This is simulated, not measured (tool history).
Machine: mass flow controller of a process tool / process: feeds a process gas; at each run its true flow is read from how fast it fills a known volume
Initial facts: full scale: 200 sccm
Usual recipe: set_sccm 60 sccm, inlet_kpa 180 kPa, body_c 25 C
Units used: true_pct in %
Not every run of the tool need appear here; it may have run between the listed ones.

Run 1, hour 0.0: usual settings. Result: true_pct 96.64 %.
Run 2, hour 198.8: usual settings. Result: true_pct 96.57 %.
Run 3, hour 418.7: usual settings. Result: true_pct 96.47 %.
Run 4, hour 880.4: usual settings. Result: true_pct 96.34 %.
Run 5, hour 1315.4: usual settings. Result: true_pct 96.27 %.
Run 6, hour 1621.8: usual settings but body_c 37 C. Result: true_pct 97.02 %.
Run 7, hour 2068.7: usual settings but body_c 37 C. Result: true_pct 96.79 %.
Run 8, hour 2462.2: usual settings. Result: true_pct 95.90 %.
Run 9, hour 2774.5: usual settings. Result: true_pct 95.76 %.
Run 10, hour 3007.1: usual settings. Result: true_pct 95.80 %.
Run 11, hour 3197.7: usual settings. Result: true_pct 95.73 %.
Run 12, hour 3487.2: usual settings. Result: true_pct 95.63 %.
Run 13, hour 3825.6: usual settings but body_c 26 C. Result: true_pct 95.69 %.
At hour 3975.4: controller's zero set anew.
Run 14, hour 4086.2: usual settings but body_c 26 C. Result: true_pct 93.89 %.
Run 15, hour 4277.6: usual settings but body_c 26 C. Result: true_pct 93.75 %.
Run 16, hour 4534.6: usual settings but set_sccm 73 sccm. Result: true_pct 94.59 %.
Run 17, hour 4899.5: usual settings but set_sccm 73 sccm. Result: true_pct 94.60 %.
Run 18, hour 5301.2: usual settings but set_sccm 44 sccm, inlet_kpa 169 kPa, body_c 26 C. Result: true_pct 91.72 %.
Run 19, hour 5539.3: usual settings but set_sccm 27 sccm, body_c 33 C. Result: true_pct 87.67 %.
Run 20, hour 5882.2: usual settings but inlet_kpa 142 kPa, body_c 23 C. Result: true_pct 93.38 %.
At hour 6257.8: controller's zero set anew, once more.
Run 21, hour 6324.9: usual settings but inlet_kpa 142 kPa, body_c 23 C. Result: true_pct 98.15 %.
Run 22, hour 6611.7: usual settings but inlet_kpa 142 kPa, body_c 23 C. Result: true_pct 97.99 %.
Run 23, hour 6857.6: usual settings but inlet_kpa 142 kPa, body_c 23 C. Result: true_pct 97.88 %.
Run 24, hour 7295.5: usual settings but body_c 38 C. Result: true_pct 98.64 %.

What will run 25 give?
Run 25, hour 7574.9: usual settings but set_sccm 30 sccm, inlet_kpa 206 kPa, body_c 38 C. Result: true_pct ?.

{"run 25": {"true_pct": 97.33}}
With the hidden condition absent and the run-to-run variation left alone, this run would have shown true_pct 98.06 %.

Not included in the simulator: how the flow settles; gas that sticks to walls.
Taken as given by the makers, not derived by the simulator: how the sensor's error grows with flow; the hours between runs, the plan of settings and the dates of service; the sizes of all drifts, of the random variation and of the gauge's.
